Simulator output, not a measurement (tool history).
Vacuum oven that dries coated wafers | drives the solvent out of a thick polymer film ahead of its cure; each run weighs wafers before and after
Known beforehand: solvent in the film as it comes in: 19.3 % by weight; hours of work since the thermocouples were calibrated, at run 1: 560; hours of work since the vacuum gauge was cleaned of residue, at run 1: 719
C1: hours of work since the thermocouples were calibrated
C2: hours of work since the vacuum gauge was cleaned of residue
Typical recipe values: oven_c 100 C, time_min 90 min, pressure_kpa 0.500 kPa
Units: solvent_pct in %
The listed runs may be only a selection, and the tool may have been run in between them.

{"run": 1, "hour": 0.0, "oven_c": 100, "time_min": 90, "pressure_kpa": 0.5, "C1": 560, "C2": 719, "solvent_pct": 0.705}
{"run": 2, "hour": 14.9, "oven_c": 100, "time_min": 90, "pressure_kpa": 0.5, "C1": 571, "C2": 729, "solvent_pct": 0.689}
{"run": 3, "hour": 34.3, "oven_c": 100, "time_min": 90, "pressure_kpa": 0.414, "C1": 585, "C2": 744, "solvent_pct": 0.659}
{"run": 4, "hour": 47.8, "oven_c": 100, "time_min": 90, "pressure_kpa": 0.5, "C1": 595, "C2": 754, "solvent_pct": 0.702}
{"run": 5, "hour": 70.3, "oven_c": 100, "time_min": 90, "pressure_kpa": 0.5, "C1": 611, "C2": 770, "solvent_pct": 0.688}
{"run": 6, "hour": 91.1, "oven_c": 100, "time_min": 90, "pressure_kpa": 0.5, "C1": 626, "C2": 785, "solvent_pct": 0.681}
{"run": 7, "hour": 114.5, "oven_c": 100, "time_min": 90, "pressure_kpa": 0.5, "C1": 644, "C2": 802, "solvent_pct": 0.69}
{"run": 8, "hour": 138.8, "oven_c": 100, "time_min": 90, "pressure_kpa": 1.298, "C1": 661, "C2": 820, "solvent_pct": 0.906}
{"run": 9, "hour": 162.1, "oven_c": 100, "time_min": 90, "pressure_kpa": 0.376, "C1": 678, "C2": 837, "solvent_pct": 0.661}
{"run": 10, "hour": 175.9, "oven_c": 100, "time_min": 90, "pressure_kpa": 0.5, "C1": 688, "C2": 847, "solvent_pct": 0.683}
{"run": 11, "hour": 188.8, "oven_c": 100, "time_min": 90, "pressure_kpa": 0.5, "C1": 698, "C2": 857, "solvent_pct": 0.696}
{"run": 12, "hour": 210.5, "oven_c": 100, "time_min": 90, "pressure_kpa": 0.5, "C1": 714, "C2": 873, "solvent_pct": 0.71}
{"run": 13, "hour": 229.3, "oven_c": 100, "time_min": 90, "pressure_kpa": 0.5, "C1": 728, "C2": 887, "solvent_pct": 0.697}
{"run": 14, "hour": 246.3, "oven_c": 100, "time_min": 90, "pressure_kpa": 0.5, "C1": 740, "C2": 899, "solvent_pct": 0.695}
{"run": 15, "hour": 269.5, "oven_c": 100, "time_min": 90, "pressure_kpa": 0.5, "C1": 757, "C2": 916, "solvent_pct": 0.686}
{"run": 16, "hour": 280.8, "oven_c": 100, "time_min": 90, "pressure_kpa": 0.5, "C1": 765, "C2": 924, "solvent_pct": 0.695}
{"run": 17, "hour": 301.1, "oven_c": 100, "time_min": 114, "pressure_kpa": 0.5, "C1": 780, "C2": 939, "solvent_pct": 0.426}
{"run": 18, "hour": 314.4, "oven_c": 100, "time_min": 114, "pressure_kpa": 0.5, "C1": 790, "C2": 949, "solvent_pct": 0.431}
{"run": 19, "hour": 336.8, "oven_c": 100, "time_min": 114, "pressure_kpa": 0.5, "C1": 806, "C2": 965, "solvent_pct": 0.43}
{"run": 20, "hour": 350.6, "oven_c": 104, "time_min": 90, "pressure_kpa": 0.5, "C1": 817, "C2": 975, "solvent_pct": 0.447}
{"run": 21, "hour": 372.5, "oven_c": 104, "time_min": 157, "pressure_kpa": 0.5, "C1": 833, "C2": 992, "solvent_pct": 0.233}
{"run": 22, "hour": 386.2, "oven_c": 104, "time_min": 157, "pressure_kpa": 0.5, "C1": 843, "C2": 1002, "solvent_pct": 0.237}
{"hour": 389.6, "done": "oven's thermocouples calibrated"}
{"run": 23, "hour": 410.1, "oven_c": 110, "time_min": 74, "pressure_kpa": 0.41, "C1": 15, "C2": 1018, "solvent_pct": 0.346}
{"run": 24, "hour": 425.2, "oven_c": 86, "time_min": 160, "pressure_kpa": 1.86, "C1": 26, "C2": 1029, "solvent_pct": 1.464}
{"run": 25, "hour": 450.1, "oven_c": 105, "time_min": 51, "pressure_kpa": 1.279, "C1": 44, "C2": 1047, "solvent_pct": 1.573}
{"run": 26, "hour": 474.7, "oven_c": 113, "time_min": 51, "pressure_kpa": 0.367, "C1": 62, "C2": 1065, "solvent_pct": 0.618}
{"hour": 501.0, "done": "oven's thermocouples calibrated, once more"}
{"run": 27, "hour": 501.6, "oven_c": 95, "time_min": 65, "pressure_kpa": 0.778, "C1": 0, "C2": 1083, "solvent_pct": 2.51}
{"run": 28, "hour": 516.6, "oven_c": 89, "time_min": 79, "pressure_kpa": 0.5, "C1": 11, "C2": 1094, "solvent_pct": 2.776}
{"run": 29, "hour": 528.8, "oven_c": 89, "time_min": 79, "pressure_kpa": 0.5, "C1": 20, "C2": 1103, "solvent_pct": 2.785}
{"run": 30, "hour": 553.4, "oven_c": 113, "time_min": 90, "pressure_kpa": 0.295, "C1": 38, "C2": 1121, "solvent_pct": 0.186}
{"run": 31, "hour": 574.5, "oven_c": 101, "time_min": 148, "pressure_kpa": 0.295, "C1": 54, "C2": 1137, "solvent_pct": 0.269}
{"run": 32, "hour": 585.6, "oven_c": 101, "time_min": 148, "pressure_kpa": 0.295, "C1": 62, "C2": 1145, "solvent_pct": 0.271}
{"run": 33, "hour": 600.5, "oven_c": 100, "time_min": 125, "pressure_kpa": 0.532, "C1": 73, "C2": 1156, "solvent_pct": 0.445}
{"run": 34, "hour": 624.8, "oven_c": 100, "time_min": 106, "pressure_kpa": 0.658, "C1": 91, "C2": 1173, "solvent_pct": 0.617}
{"run": 35, "hour": 635.3, "oven_c": 99, "time_min": 121, "pressure_kpa": 1.176, "C1": 98, "C2": 1181, "solvent_pct": 0.696}
{"run": 36, "hour": 650.4, "oven_c": 99, "time_min": 121, "pressure_kpa": 1.176, "C1": 109, "C2": 1192, "solvent_pct": 0.703}
{"run": 37, "hour": 661.6, "oven_c": 112, "time_min": 67, "pressure_kpa": 0.5, "C1": 118, "C2": 1200, "solvent_pct": 0.443}
{"run": 38, "hour": 675.4, "oven_c": 112, "time_min": 67, "pressure_kpa": 0.5, "C1": 128, "C2": 1211, "solvent_pct": 0.452}
{"run": 39, "hour": 689.9, "oven_c": 108, "time_min": 68, "pressure_kpa": 0.46, "C1": 138, "C2": 1221, "solvent_pct": 0.648}
{"run": 40, "hour": 713.2, "oven_c": 108, "time_min": 57, "pressure_kpa": 0.46, "C1": 156, "C2": 1238, "solvent_pct": 0.975}
{"run": 41, "hour": 725.7, "oven_c": 86, "time_min": 90, "pressure_kpa": 0.5, "C1": 165, "C2": 1247, "solvent_pct": 2.803}
{"run": 42, "hour": 735.9, "oven_c": 86, "time_min": 90, "pressure_kpa": 0.5, "C1": 172, "C2": 1255, "solvent_pct": 2.795}
{"run": 43, "hour": 747.3, "oven_c": 98, "time_min": 90, "pressure_kpa": 0.5, "C1": 180, "C2": 1263, "solvent_pct": 0.977}

Take each entry between the runs: how does the hidden state at the last listed run before it differ from the hidden state at the first listed run after it?
Runs 22 to 23: oven's thermocouples calibrated (hour 389.6)
  true wafer temperature over the reading, C: 1.18 -> 1.76; true pressure over the reading, kPa: 0.448 -> 0.455
  what was measured, less what the result would be without the hidden state, solvent_pct: +0.100 -> +0.023 %
Runs 26 to 27: oven's thermocouples calibrated, once more (hour 501.0)
  true wafer temperature over the reading, C: 1.84 -> -0.08; true pressure over the reading, kPa: 0.476 -> 0.483
  what was measured, less what the result would be without the hidden state, solvent_pct: -0.050 -> +0.166 %
